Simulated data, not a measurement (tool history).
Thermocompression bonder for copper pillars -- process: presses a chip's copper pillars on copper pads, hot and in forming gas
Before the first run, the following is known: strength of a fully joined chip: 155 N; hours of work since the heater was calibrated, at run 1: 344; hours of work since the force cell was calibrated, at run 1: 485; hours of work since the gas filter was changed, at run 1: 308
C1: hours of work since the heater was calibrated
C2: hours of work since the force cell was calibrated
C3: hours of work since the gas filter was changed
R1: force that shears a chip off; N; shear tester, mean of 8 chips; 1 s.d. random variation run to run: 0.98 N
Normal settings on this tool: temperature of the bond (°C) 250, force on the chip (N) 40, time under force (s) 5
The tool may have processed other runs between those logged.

Run 1, hour 0.0: usual settings; C1 344; C2 485; C3 308. Result: R1 113.8 N.
Run 2, hour 26.2: usual settings; C1 356; C2 498; C3 321. Result: R1 114.1 N.
Run 3, hour 43.5: usual settings; C1 364; C2 506; C3 329. Result: R1 114.4 N.
Run 4, hour 57.5: usual settings; C1 371; C2 513; C3 336. Result: R1 114.7 N.
Run 5, hour 70.4: usual settings; C1 377; C2 519; C3 342. Result: R1 114.2 N.
Run 6, hour 94.4: usual settings; C1 389; C2 530; C3 353. Result: R1 113.3 N.
Run 7, hour 110.9: usual settings; C1 396; C2 538; C3 361. Result: R1 111.5 N.
Run 8, hour 135.0: usual settings; C1 408; C2 550; C3 373. Result: R1 113.5 N.
Run 9, hour 153.5: usual settings; C1 417; C2 559; C3 381. Result: R1 113.6 N.
Run 10, hour 170.7: usual settings; C1 425; C2 567; C3 390. Result: R1 112.4 N.
Run 11, hour 196.0: usual settings but temperature of the bond (°C) 237; C1 437; C2 579; C3 402. Result: R1 100.5 N.
Run 12, hour 210.2: usual settings but time under force (s) 11; C1 444; C2 586; C3 408. Result: R1 130.9 N.
Run 13, hour 231.6: usual settings but time under force (s) 11; C1 454; C2 596; C3 419. Result: R1 132.2 N.
Run 14, hour 244.1: usual settings; C1 460; C2 602; C3 425. Result: R1 113.6 N.
At hour 254.6: forming gas filter changed.
Run 15, hour 263.2: usual settings but time under force (s) 13; C1 469; C2 611; C3 4. Result: R1 136.4 N.
Run 16, hour 291.0: usual settings but time under force (s) 13; C1 482; C2 624; C3 17. Result: R1 138.7 N.
Run 17, hour 313.8: usual settings but temperature of the bond (°C) 273, time under force (s) 13; C1 493; C2 635; C3 28. Result: R1 147.4 N.
Run 18, hour 325.6: usual settings but temperature of the bond (°C) 273, time under force (s) 13; C1 498; C2 640; C3 34. Result: R1 149.3 N.
Run 19, hour 349.3: usual settings but temperature of the bond (°C) 273, time under force (s) 13; C1 510; C2 652; C3 45. Result: R1 150.0 N.
Run 20, hour 367.5: usual settings but force on the chip (N) 51; C1 518; C2 660; C3 54. Result: R1 126.8 N.
Run 21, hour 390.9: usual settings but force on the chip (N) 51; C1 530; C2 671; C3 65. Result: R1 127.5 N.
Run 22, hour 406.5: usual settings but force on the chip (N) 50, time under force (s) 8; C1 537; C2 679; C3 72. Result: R1 138.7 N.
Run 23, hour 424.4: usual settings but temperature of the bond (°C) 225, force on the chip (N) 42, time under force (s) 7; C1 546; C2 687; C3 81. Result: R1 102.3 N.
Run 24, hour 445.7: usual settings but temperature of the bond (°C) 225, force on the chip (N) 42, time under force (s) 7; C1 556; C2 698; C3 91. Result: R1 100.6 N.
Run 25, hour 469.7: usual settings but temperature of the bond (°C) 225, force on the chip (N) 42, time under force (s) 7; C1 567; C2 709; C3 102. Result: R1 101.3 N.
Run 26, hour 493.9: usual settings but temperature of the bond (°C) 269, force on the chip (N) 49, time under force (s) 13; C1 579; C2 721; C3 114. Result: R1 149.5 N.
Run 27, hour 516.5: usual settings but temperature of the bond (°C) 269, force on the chip (N) 49, time under force (s) 13; C1 589; C2 731; C3 125. Result: R1 151.0 N.
Run 28, hour 532.6: usual settings but time under force (s) 3; C1 597; C2 739; C3 132. Result: R1 103.8 N.
Run 29, hour 559.4: usual settings but temperature of the bond (°C) 262, force on the chip (N) 29, time under force (s) 4; C1 610; C2 752; C3 145. Result: R1 102.3 N.
Run 30, hour 583.6: usual settings but temperature of the bond (°C) 230; C1 621; C2 763; C3 157. Result: R1 95.5 N.
Run 31, hour 603.0: usual settings but temperature of the bond (°C) 230, force on the chip (N) 49, time under force (s) 10; C1 631; C2 773; C3 166. Result: R1 123.8 N.
Run 32, hour 623.1: usual settings but time under force (s) 4; C1 640; C2 782; C3 176. Result: R1 110.7 N.
Run 33, hour 650.8: usual settings but temperature of the bond (°C) 278, force on the chip (N) 49, time under force (s) 11; C1 653; C2 795; C3 189. Result: R1 150.2 N.
Run 34, hour 676.9: usual settings but temperature of the bond (°C) 278, force on the chip (N) 49, time under force (s) 11; C1 666; C2 808; C3 201. Result: R1 150.0 N.
Run 35, hour 696.7: usual settings but force on the chip (N) 37, time under force (s) 6; C1 675; C2 817; C3 211. Result: R1 118.1 N.
Run 36, hour 709.5: usual settings but temperature of the bond (°C) 249, force on the chip (N) 59, time under force (s) 6; C1 681; C2 823; C3 217. Result: R1 137.3 N.
Run 37, hour 724.6: usual settings but temperature of the bond (°C) 279, force on the chip (N) 49, time under force (s) 6; C1 689; C2 831; C3 224. Result: R1 145.3 N.
Run 38, hour 751.5: usual settings but temperature of the bond (°C) 279, force on the chip (N) 49, time under force (s) 6; C1 701; C2 843; C3 237. Result: R1 145.2 N.
Run 39, hour 766.8: usual settings but temperature of the bond (°C) 267, force on the chip (N) 25; C1 709; C2 851; C3 244. Result: R1 108.2 N.
Run 40, hour 787.6: usual settings but force on the chip (N) 38; C1 719; C2 861; C3 254. Result: R1 112.9 N.

Hidden state at the last listed run before each entry between runs and at the first one after, where it differs:
In the gap between runs 14 and 15: forming gas filter changed (hour 254.6)
  oxide that the forming gas leaves, % of the face: 2.82 -> 0.56
  difference, measured minus the result without the unlogged condition, R1: -0.8 -> +1.3 N
